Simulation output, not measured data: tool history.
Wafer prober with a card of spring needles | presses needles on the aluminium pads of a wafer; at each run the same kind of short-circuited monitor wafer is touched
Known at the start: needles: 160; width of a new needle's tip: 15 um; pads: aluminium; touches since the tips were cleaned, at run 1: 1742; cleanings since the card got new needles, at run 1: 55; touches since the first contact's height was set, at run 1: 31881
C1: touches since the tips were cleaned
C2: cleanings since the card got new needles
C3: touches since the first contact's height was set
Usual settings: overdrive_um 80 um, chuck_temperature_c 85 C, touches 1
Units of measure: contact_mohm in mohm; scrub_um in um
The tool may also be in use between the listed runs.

{"run": 1, "hour": 0.0, "overdrive_um": 80, "chuck_temperature_c": 85, "touches": 1, "C1": 1742, "C2": 55, "C3": 31881, "contact_mohm": 249, "scrub_um": 12.444}
{"hour": 7.1, "done": "tips cleaned on abrasive film"}
{"run": 2, "hour": 10.1, "overdrive_um": 80, "chuck_temperature_c": 85, "touches": 1, "C1": 1189, "C2": 56, "C3": 35853, "contact_mohm": 267, "scrub_um": 12.421}
{"hour": 17.6, "done": "tips cleaned on abrasive film"}
{"hour": 29.2, "done": "tips cleaned on abrasive film"}
{"run": 3, "hour": 32.1, "overdrive_um": 80, "chuck_temperature_c": 85, "touches": 1, "C1": 1155, "C2": 58, "C3": 44460, "contact_mohm": 243, "scrub_um": 12.419}
{"hour": 40.0, "done": "tips cleaned on abrasive film"}
{"run": 4, "hour": 49.1, "overdrive_um": 80, "chuck_temperature_c": 85, "touches": 1, "C1": 3637, "C2": 59, "C3": 51169, "contact_mohm": 254, "scrub_um": 12.403}
{"hour": 50.7, "done": "tips cleaned on abrasive film"}
{"hour": 62.2, "done": "tips cleaned on abrasive film"}
{"run": 5, "hour": 63.8, "overdrive_um": 80, "chuck_temperature_c": 85, "touches": 1, "C1": 661, "C2": 61, "C3": 56908, "contact_mohm": 241, "scrub_um": 12.39}
{"hour": 72.5, "done": "tips cleaned on abrasive film"}
{"run": 6, "hour": 75.7, "overdrive_um": 80, "chuck_temperature_c": 85, "touches": 1, "C1": 1238, "C2": 62, "C3": 61538, "contact_mohm": 244, "scrub_um": 12.407}
{"hour": 84.0, "done": "tips cleaned on abrasive film"}
{"run": 7, "hour": 87.9, "overdrive_um": 80, "chuck_temperature_c": 85, "touches": 1, "C1": 1541, "C2": 63, "C3": 66352, "contact_mohm": 247, "scrub_um": 12.387}
{"hour": 95.2, "done": "tips cleaned on abrasive film"}
{"hour": 105.9, "done": "tips cleaned on abrasive film, once more"}
{"run": 8, "hour": 105.9, "overdrive_um": 80, "chuck_temperature_c": 85, "touches": 1, "C1": 0, "C2": 65, "C3": 73384, "contact_mohm": 236, "scrub_um": 12.359}
{"hour": 118.2, "done": "tips cleaned on abrasive film"}
{"run": 9, "hour": 119.9, "overdrive_um": 80, "chuck_temperature_c": 85, "touches": 2, "C1": 666, "C2": 66, "C3": 78901, "contact_mohm": 239, "scrub_um": 12.353}
{"hour": 130.3, "done": "tips cleaned on abrasive film"}
{"run": 10, "hour": 135.6, "overdrive_um": 80, "chuck_temperature_c": 85, "touches": 1, "C1": 2097, "C2": 67, "C3": 85059, "contact_mohm": 247, "scrub_um": 12.372}
{"hour": 142.6, "done": "tips cleaned on abrasive film"}
{"run": 11, "hour": 151.6, "overdrive_um": 80, "chuck_temperature_c": 85, "touches": 1, "C1": 3550, "C2": 68, "C3": 91339, "contact_mohm": 260, "scrub_um": 12.353}
{"hour": 153.3, "done": "tips cleaned on abrasive film"}
{"hour": 164.8, "done": "tips cleaned on abrasive film"}
{"hour": 175.2, "done": "tips cleaned on abrasive film"}
{"run": 12, "hour": 175.3, "overdrive_um": 76, "chuck_temperature_c": 85, "touches": 1, "C1": 31, "C2": 71, "C3": 100614, "contact_mohm": 238, "scrub_um": 11.711}
{"hour": 185.5, "done": "tips cleaned on abrasive film"}
{"hour": 193.7, "done": "height of the first contact set anew"}
{"run": 13, "hour": 195.0, "overdrive_um": 76, "chuck_temperature_c": 32, "touches": 3, "C1": 3648, "C2": 72, "C3": 538, "contact_mohm": 233, "scrub_um": 11.87}
{"hour": 196.5, "done": "tips cleaned on abrasive film"}
{"hour": 208.5, "done": "tips cleaned on abrasive film"}
{"run": 14, "hour": 211.8, "overdrive_um": 77, "chuck_temperature_c": 53, "touches": 2, "C1": 1313, "C2": 74, "C3": 7095, "contact_mohm": 235, "scrub_um": 12.017}
{"hour": 219.5, "done": "tips cleaned on abrasive film"}
{"run": 15, "hour": 221.9, "overdrive_um": 77, "chuck_temperature_c": 53, "touches": 2, "C1": 923, "C2": 75, "C3": 11038, "contact_mohm": 232, "scrub_um": 12.009}
{"hour": 230.1, "done": "tips cleaned on abrasive film"}
{"run": 16, "hour": 232.2, "overdrive_um": 77, "chuck_temperature_c": 53, "touches": 2, "C1": 854, "C2": 76, "C3": 15106, "contact_mohm": 232, "scrub_um": 12.007}
{"hour": 240.5, "done": "tips cleaned on abrasive film"}
{"run": 17, "hour": 248.5, "overdrive_um": 77, "chuck_temperature_c": 53, "touches": 2, "C1": 3174, "C2": 77, "C3": 21500, "contact_mohm": 241, "scrub_um": 11.982}
{"hour": 251.7, "done": "tips cleaned on abrasive film"}
{"hour": 262.1, "done": "tips cleaned on abrasive film"}
{"run": 18, "hour": 262.1, "overdrive_um": 77, "chuck_temperature_c": 53, "touches": 2, "C1": 0, "C2": 79, "C3": 26787, "contact_mohm": 229, "scrub_um": 11.973}
{"hour": 272.5, "done": "tips cleaned on abrasive film"}
{"hour": 282.9, "done": "tips cleaned on abrasive film"}
{"run": 19, "hour": 283.6, "overdrive_um": 77, "chuck_temperature_c": 53, "touches": 2, "C1": 256, "C2": 81, "C3": 35218, "contact_mohm": 229, "scrub_um": 11.959}

Consider 3 possible next runs. They are alternatives, not a sequence: every one starts from the tool as it was left by run 19. What does each give?
{"hour": 293.6, "done": "tips cleaned on abrasive film"}
{"hour": 305.2, "done": "tips cleaned on abrasive film"}
{"run": "A", "hour": 306.6, "overdrive_um": 80, "chuck_temperature_c": 41, "touches": 1, "C1": 567, "C2": 83, "C3": 44257, "contact_mohm": "?", "scrub_um": "?"}
{"hour": 293.6, "done": "tips cleaned on abrasive film"}
{"hour": 305.2, "done": "tips cleaned on abrasive film"}
{"run": "B", "hour": 306.6, "overdrive_um": 80, "chuck_temperature_c": 85, "touches": 1, "C1": 567, "C2": 83, "C3": 44257, "contact_mohm": "?", "scrub_um": "?"}
{"hour": 293.6, "done": "tips cleaned on abrasive film"}
{"hour": 305.2, "done": "tips cleaned on abrasive film"}
{"run": "C", "hour": 306.6, "overdrive_um": 77, "chuck_temperature_c": 34, "touches": 2, "C1": 567, "C2": 83, "C3": 44257, "contact_mohm": "?", "scrub_um": "?"}

run=A contact_mohm=232 scrub_um=12.424
run=B contact_mohm=240 scrub_um=12.410
run=C contact_mohm=228 scrub_um=11.957
With the hidden condition removed and each run's random variation left untouched, the same runs would have given:
run=A contact_mohm=224 scrub_um=12.500
run=B contact_mohm=233 scrub_um=12.486
run=C contact_mohm=222 scrub_um=12.034

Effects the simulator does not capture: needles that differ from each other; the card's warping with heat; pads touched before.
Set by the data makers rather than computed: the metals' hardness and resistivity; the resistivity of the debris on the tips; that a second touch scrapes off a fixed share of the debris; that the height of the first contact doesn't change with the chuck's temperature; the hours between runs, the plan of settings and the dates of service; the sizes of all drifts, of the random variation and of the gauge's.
